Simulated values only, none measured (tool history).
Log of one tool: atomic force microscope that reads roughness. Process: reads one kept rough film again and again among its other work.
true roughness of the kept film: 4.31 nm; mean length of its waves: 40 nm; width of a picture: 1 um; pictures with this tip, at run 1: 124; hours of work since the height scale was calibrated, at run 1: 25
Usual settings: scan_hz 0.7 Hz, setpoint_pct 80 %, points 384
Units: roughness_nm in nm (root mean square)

run   hour  scan_hz  setpoint_pct  points  pictures with this tip  hours of work since the height scale was calibrated  roughness_nm
  1      0      0.7            80     384                     124                                                   25         3.775
  2    5.1      0.7            59     384                     129                                                   28         3.804
  3    9.3      0.7            59     426                     134                                                   30         3.818
  4     15    3.061            80     384                     139                                                   33          3.43
  5     23    3.061            80     351                     148                                                   38         3.444
  6     29      0.7            80     384                     154                                                   41          3.72
  7   36.8      0.7            80     384                     162                                                   45         3.706
  8   43.8      0.7            80     384                     169                                                   48         3.684
  9   47.5      0.7            80     384                     173                                                   50         3.681
 10   52.1      0.7            80     384                     177                                                   53           3.7
 11   60.4    1.588            80     384                     186                                                   57         3.578
 12   66.2    1.588            80     384                     192                                                   60         3.571
 13   72.4    1.588            80     384                     198                                                   64         3.539
 14   79.9    1.588            80     278                     206                                                   67         3.516
      81.3  -- height scale calibrated on a step standard
      87.9  -- new tip fitted
 15     88    1.588            61     278                       0                                                    3         3.953
 16   95.7    1.588            61     278                       8                                                    7         3.954
 17  100.7    1.588            61     278                      13                                                   10         3.946
     105.2  -- height scale calibrated on a step standard, once more
 18  109.2    1.588            61     278                      21                                                    2         3.931
 19  118.2      0.7            67     384                      30                                                    7         3.987
 20  125.5      0.7            80     596                      38                                                   11         3.911
 21  130.5      0.7            80     596                      43                                                   13         3.907
 22  136.4      0.7            80     596                      49                                                   16         3.891
 23  142.2      0.7            80     560                      55                                                   19         3.882
 24  151.3    0.595            59     828                      64                                                   24         3.958
 25  156.9    0.595            59     828                      70                                                   27         3.954
 26  163.1    0.938            80     384                      76                                                   30          3.83
 27  169.4    0.938            80     384                      82                                                   34         3.809
 28  177.8    0.855            64     366                      91                                                   38         3.863
 29    185    2.971            58     527                      98                                                   42         3.786
 30  190.8    2.971            58     527                     104                                                   45         3.781
 31  195.1    2.582            60     527                     109                                                   47         3.785
 32  201.2    2.582            60     527                     115                                                   50         3.757
 33  209.8    2.582            60     527                     124                                                   55         3.754
 34  216.5    2.582            60     527                     131                                                   58         3.744
 35    223    2.582            80     656                     137                                                   62         3.521
 36  228.4    2.582            84     656                     143                                                   65         3.438
 37  233.8    2.582            84     656                     148                                                   68         3.426
 38  238.6      0.7            71     384                     153                                                   70         3.773
 39    245     1.38            76     947                     160                                                   73         3.637
 40  251.5      0.7            55     319                     166                                                   77         3.804
 41  258.8      0.7            55     319                     174                                                   81         3.783
 42  262.7    1.048            80     472                     178                                                   83         3.649
 43  270.6    1.592            56    1022                     186                                                   87         3.741
 44  277.4    1.592            56    1022                     193                                                   90         3.724
 45  285.9      0.7            79     384                     201                                                   95         3.681

5 ways to go on from here, each from the tool as it stands after run 45. What would each give?
  A  291.4      0.7            87     786                     207                                                   98             ?
  B  291.4     0.72            79     384                     207                                                   98             ?
  C  291.4    3.664            68     374                     207                                                   98             ?
  D  291.4     3.32            66     384                     207                                                   98             ?
  E  291.4      0.7            63     384                     207                                                   98             ?

run  roughness_nm
  A         3.619
  B          3.64
  C         3.511
  D         3.553
  E         3.718
Without the tool's hidden state the same runs would have given:
run  roughness_nm
  A          3.93
  B         3.953
  C         3.813
  D         3.858
  E         4.039
